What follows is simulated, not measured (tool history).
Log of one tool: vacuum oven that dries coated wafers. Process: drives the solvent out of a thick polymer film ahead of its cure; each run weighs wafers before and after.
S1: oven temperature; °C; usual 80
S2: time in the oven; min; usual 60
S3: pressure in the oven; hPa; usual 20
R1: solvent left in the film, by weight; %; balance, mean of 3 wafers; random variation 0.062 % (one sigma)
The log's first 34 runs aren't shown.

run,day,S1,S2,S3,R1
35,34.092,79,36,20,6.82
36,35.321,68,78,10.1,5.51
37,36.296,89,60,20,2.46
38,37.579,89,60,20,2.58
39,38.308,89,62,22.7,2.89
40,38.975,93,46,34.6,3.57
41,40.371,78,35,39,9.19
42,41.033,80,37,15,6.1
43,42.15,85,60,11.1,2.42
44,43.262,80,90,63.1,8.44
45,44.317,84,97,40.6,4.73
46,45.429,78,39,20,7.04

Forecast each of these 4 alternatives for the next run:
A,46.029,93,31,20,?
B,46.029,71,39,20,?
C,46.029,80,75,41.3,?
D,46.029,74,39,20,?

run,R1
A,4.02
B,9.35
C,6.34
D,8.18
Without the tool's hidden state the same runs would have given:
run,R1
A,3.34
B,8.32
C,5.4
D,7.19

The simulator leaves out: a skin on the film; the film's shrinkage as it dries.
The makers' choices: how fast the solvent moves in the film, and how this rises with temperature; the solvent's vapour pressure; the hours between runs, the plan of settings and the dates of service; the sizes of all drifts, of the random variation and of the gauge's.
